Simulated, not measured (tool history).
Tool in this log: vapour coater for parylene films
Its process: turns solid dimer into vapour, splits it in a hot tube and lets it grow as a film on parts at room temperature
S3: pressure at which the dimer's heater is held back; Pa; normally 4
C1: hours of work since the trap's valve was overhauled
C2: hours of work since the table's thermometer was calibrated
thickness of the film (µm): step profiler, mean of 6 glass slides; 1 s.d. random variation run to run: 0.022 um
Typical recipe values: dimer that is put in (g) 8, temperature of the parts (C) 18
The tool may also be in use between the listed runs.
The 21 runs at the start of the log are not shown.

-- day=25.096 table's thermometer calibrated, once more
run 22 day=26.062 | dimer_that_is_put_in_(g)=4 temperature_of_the_parts_(C)=18 S3=4 | C1=283 C2=11 | thickness_of_the_film_(µm)=1.44
run 23 day=27.6 | dimer_that_is_put_in_(g)=4 temperature_of_the_parts_(C)=30 S3=10.74 | C1=300 C2=29 | thickness_of_the_film_(µm)=0.84
run 24 day=29.062 | dimer_that_is_put_in_(g)=6 temperature_of_the_parts_(C)=18 S3=6.03 | C1=317 C2=46 | thickness_of_the_film_(µm)=1.91
run 25 day=30.317 | dimer_that_is_put_in_(g)=3 temperature_of_the_parts_(C)=22 S3=6.03 | C1=332 C2=61 | thickness_of_the_film_(µm)=0.87
run 26 day=31.45 | dimer_that_is_put_in_(g)=6 temperature_of_the_parts_(C)=13 S3=4 | C1=345 C2=74 | thickness_of_the_film_(µm)=2.37
run 27 day=32.338 | dimer_that_is_put_in_(g)=6 temperature_of_the_parts_(C)=13 S3=4 | C1=355 C2=84 | thickness_of_the_film_(µm)=2.39
run 28 day=33.254 | dimer_that_is_put_in_(g)=10 temperature_of_the_parts_(C)=23 S3=5.59 | C1=366 C2=95 | thickness_of_the_film_(µm)=2.86
run 29 day=34.929 | dimer_that_is_put_in_(g)=8 temperature_of_the_parts_(C)=18 S3=6.79 | C1=385 C2=114 | thickness_of_the_film_(µm)=2.46
run 30 day=35.617 | dimer_that_is_put_in_(g)=8 temperature_of_the_parts_(C)=10 S3=4 | C1=393 C2=122 | thickness_of_the_film_(µm)=3.39
run 31 day=36.546 | dimer_that_is_put_in_(g)=8 temperature_of_the_parts_(C)=10 S3=4 | C1=404 C2=133 | thickness_of_the_film_(µm)=3.35
run 32 day=38.021 | dimer_that_is_put_in_(g)=3 temperature_of_the_parts_(C)=17 S3=5.82 | C1=421 C2=150 | thickness_of_the_film_(µm)=0.97
-- day=38.838 trap's valve overhauled
run 33 day=39.821 | dimer_that_is_put_in_(g)=3 temperature_of_the_parts_(C)=17 S3=5.82 | C1=11 C2=169 | thickness_of_the_film_(µm)=1.04
run 34 day=40.554 | dimer_that_is_put_in_(g)=8 temperature_of_the_parts_(C)=14 S3=11.34 | C1=20 C2=177 | thickness_of_the_film_(µm)=2.52
run 35 day=41.671 | dimer_that_is_put_in_(g)=6 temperature_of_the_parts_(C)=14 S3=3.03 | C1=33 C2=190 | thickness_of_the_film_(µm)=2.65
run 36 day=42.75 | dimer_that_is_put_in_(g)=6 temperature_of_the_parts_(C)=14 S3=3.03 | C1=45 C2=203 | thickness_of_the_film_(µm)=2.61

What if the next run were any one of these 5? Each begins from the tool's condition after run 36:
run A day=43.683 | dimer_that_is_put_in_(g)=8 temperature_of_the_parts_(C)=10 S3=4 | C1=56 C2=214 | thickness_of_the_film_(µm)=?
run B day=43.683 | dimer_that_is_put_in_(g)=6 temperature_of_the_parts_(C)=27 S3=3.03 | C1=56 C2=214 | thickness_of_the_film_(µm)=?
run C day=43.683 | dimer_that_is_put_in_(g)=8 temperature_of_the_parts_(C)=18 S3=2.07 | C1=56 C2=214 | thickness_of_the_film_(µm)=?
run D day=43.683 | dimer_that_is_put_in_(g)=6 temperature_of_the_parts_(C)=20 S3=3.03 | C1=56 C2=214 | thickness_of_the_film_(µm)=?
run E day=43.683 | dimer_that_is_put_in_(g)=5 temperature_of_the_parts_(C)=11 S3=4.88 | C1=56 C2=214 | thickness_of_the_film_(µm)=?

run=A thickness_of_the_film_(µm)=3.58
run=B thickness_of_the_film_(µm)=1.95
run=C thickness_of_the_film_(µm)=3.45
run=D thickness_of_the_film_(µm)=2.3
run=E thickness_of_the_film_(µm)=2.01
Had the tool no hidden state, the same runs would have come out as:
run=A thickness_of_the_film_(µm)=3.63
run=B thickness_of_the_film_(µm)=1.97
run=C thickness_of_the_film_(µm)=3.5
run=D thickness_of_the_film_(µm)=2.33
run=E thickness_of_the_film_(µm)=2.04
